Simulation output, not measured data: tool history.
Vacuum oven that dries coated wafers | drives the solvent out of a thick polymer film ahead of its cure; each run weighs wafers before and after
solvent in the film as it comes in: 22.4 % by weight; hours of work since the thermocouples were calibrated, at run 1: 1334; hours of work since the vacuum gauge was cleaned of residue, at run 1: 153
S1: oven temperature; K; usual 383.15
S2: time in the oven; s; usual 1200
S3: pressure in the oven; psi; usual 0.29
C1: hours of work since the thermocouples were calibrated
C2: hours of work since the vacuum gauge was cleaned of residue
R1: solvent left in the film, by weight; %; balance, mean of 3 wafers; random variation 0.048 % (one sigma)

run   hour      S1    S2     S3    C1   C2     R1
  1      0  383.15  1200   0.29  1334  153   5.01
  2   13.2  383.15  1200   0.29  1342  161   4.98
  3     25  383.15  1200   0.29  1349  168   4.94
  4   32.1  383.15  1200   0.29  1354  172      5
  5   45.7  383.15  1620   0.29  1362  181   3.36
      53.6  -- oven's thermocouples calibrated
  6   58.2  392.15  1200   0.29     3  187   1.92
  7   67.3  382.15  1200   0.29     8  193   5.19
  8   73.9  383.15  1200   0.29    12  197   4.73
  9   80.4  383.15  1200   0.29    16  201   4.73
      96.3  -- oven's thermocouples calibrated, once more
 10   96.7  383.15  1200   0.29     0  210   5.72
 11  109.6  383.15  1200   0.29     8  218   5.66
 12  124.6  383.15  1200   1.15    17  227   7.54
 13  135.4  383.15  1200   1.15    24  233   7.58
 14  141.7  383.15  1200   0.29    28  237    5.6
 15  154.4  383.15  1200   0.29    36  245   5.63
 16  162.9  383.15  1200   0.29    41  250   5.66
 17  168.9  383.15  1200   0.29    45  254   5.64
 18  183.4  383.15  1200   0.29    53  263   5.57
 19    197  383.15  1200   0.29    62  271   5.55
 20  205.6  383.15  1200   0.29    67  276   5.78
 21  216.5  383.15  1200   0.29    74  283   5.63
 22  228.4  383.15  1200   0.29    81  291    5.6
 23    242  383.15  1200   0.29    89  299   5.64
 24  249.6  370.15  1740  0.673    94  304  10.11
 25  259.6  370.15  1740  0.673   100  310  10.03
 26  272.1  370.15  1740  0.673   108  317  10.07
 27  282.3  370.15  1740  0.673   114  324     10
 28  293.5  377.15  2160  0.312   121  330    4.5
 29  306.3  384.15  1320  1.108   129  338    6.4
 30  316.2  376.15  1200  0.402   135  344   8.78
 31  328.2  370.15  1200   0.93   142  352  12.62
 32  342.4  370.15  1200   0.93   151  360  12.62
 33  353.6  376.15  1200  0.621   158  367   9.33
 34  361.5  379.15  1620   0.29   163  372   5.37
 35  375.8  368.15  1320  0.582   172  381  12.13
 36  389.4  395.15  1020  0.303   180  389   2.34
 37  399.4  385.15  1200  0.191   186  395   4.48
 38  407.2  368.15  1200  0.526   191  400  12.39
 39  418.1  380.15   780   0.27   198  407   9.55
 40  427.5  391.15   960  0.701   203  413   4.57
 41  435.1  391.15   960  0.701   208  417   4.63
 42  445.1  391.15   960  0.701   214  424    4.5
 43  453.7  394.15  1260  0.701   219  429   2.48
 44  462.3  376.15   840   0.28   225  434   10.6
 45  469.6  378.15   840  0.872   229  439  11.07
 46  475.6  383.15   660  0.207   233  442   9.14

Some steps in R1 between neighbouring runs. How much of each would the tool show without its hidden state too (settings, what came in, random variation), and how much is left for the hidden state, with any gauge scatter that isn't in both results?
The hidden state here: true wafer temperature over the reading, C; true pressure over the reading, kPa; drift of the gauge itself on solvent_pct, %.
Run 6 -> 7: S1 392.15 -> 382.15. R1 +3.27 %: hidden state -0.44, all else +3.71.
Run 9 -> 10: oven's thermocouples calibrated, once more. R1 +0.99 %: hidden state +0.88, all else +0.11.
Run 35 -> 36: S1 368.15 -> 395.15, S2 1320 -> 1020, S3 0.582 -> 0.303. R1 -9.79 %: hidden state +0.09, all else -9.88.
Run 37 -> 38: S1 385.15 -> 368.15, S3 0.191 -> 0.526. R1 +7.91 %: hidden state +0.01, all else +7.9.
Run 43 -> 44: S1 394.15 -> 376.15, S2 1260 -> 840, S3 0.701 -> 0.28. R1 +8.12 %: hidden state -0.15, all else +8.27.

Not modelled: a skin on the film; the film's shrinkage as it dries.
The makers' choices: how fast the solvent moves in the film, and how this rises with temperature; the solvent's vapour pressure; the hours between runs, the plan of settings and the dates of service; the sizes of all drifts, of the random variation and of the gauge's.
